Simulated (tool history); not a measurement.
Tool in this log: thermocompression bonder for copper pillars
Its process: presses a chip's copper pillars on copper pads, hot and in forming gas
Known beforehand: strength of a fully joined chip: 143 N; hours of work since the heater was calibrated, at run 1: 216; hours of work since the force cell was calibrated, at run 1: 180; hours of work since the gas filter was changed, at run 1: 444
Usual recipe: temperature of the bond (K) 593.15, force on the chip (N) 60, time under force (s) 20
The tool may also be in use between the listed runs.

run   hour  temperature of the bond (K)  force on the chip (N)  time under force (s)  hours of work since the heater was calibrated  hours of work since the force cell was calibrated  hours of work since the gas filter was changed  force that shears a chip off (N)
  1    0.0                       593.15                     60                    20                                            216                                                180                                             444                              49.6
  2   35.9                       593.15                     60                    20                                            242                                                205                                             470                              49.8
  3   59.6                       608.15                     60                    20                                            259                                                223                                             487                              60.3
      77.6  -- forming gas filter changed
  4   95.0                       593.15                     60                    20                                            285                                                248                                              13                              53.8
  5  114.2                       593.15                     60                    20                                            299                                                262                                              26                              54.3
  6  144.6                       593.15                     60                    20                                            321                                                284                                              48                              53.8
  7  174.6                       593.15                     60                    20                                            342                                                305                                              70                              53.6
  8  199.5                       593.15                     60                    20                                            360                                                323                                              88                              54.2
  9  223.9                       593.15                     60                    23                                            378                                                341                                             106                              57.5
 10  250.8                       593.15                     60                    23                                            397                                                360                                             125                              56.9
 11  271.9                       593.15                     60                    23                                            413                                                376                                             140                              57.6
 12  308.3                       593.15                     45                    20                                            439                                                402                                             167                              42.8
 13  331.3                       593.15                     45                    20                                            455                                                419                                             183                              42.6
 14  351.2                       593.15                     45                    20                                            470                                                433                                             198                              43.2
 15  380.1                       593.15                     45                    20                                            491                                                454                                             219                              43.1
 16  412.6                       622.15                     60                    20                                            514                                                477                                             242                              75.5
 17  450.6                       622.15                     60                    20                                            542                                                505                                             270                              75.4
 18  487.3                       602.15                     47                    20                                            568                                                531                                             296                              50.4
 19  511.4                       604.15                     54                    46                                            586                                                549                                             313                              76.5
 20  528.3                       581.15                     40                    43                                            598                                                561                                             326                              45.0
 21  548.5                       565.15                     40                    16                                            612                                                576                                             340                              23.0
 22  571.0                       583.15                     37                    55                                            629                                                592                                             357                              48.9
 23  606.8                       593.15                     60                    10                                            655                                                618                                             382                              40.8
 24  624.5                       593.15                     60                    10                                            667                                                630                                             395                              41.0
 25  645.3                       593.15                     60                    44                                            682                                                645                                             410                              72.6

Run 26 comes next. What will it give?
 26  675.0                       593.15                     60                    44                                            704                                                667                                             432                                 ?

Run 26 produced force that shears a chip off (N) 72.4.
If the tool had no hidden condition, the same run with the same run-to-run variation would have returned force that shears a chip off (N) 70.0.

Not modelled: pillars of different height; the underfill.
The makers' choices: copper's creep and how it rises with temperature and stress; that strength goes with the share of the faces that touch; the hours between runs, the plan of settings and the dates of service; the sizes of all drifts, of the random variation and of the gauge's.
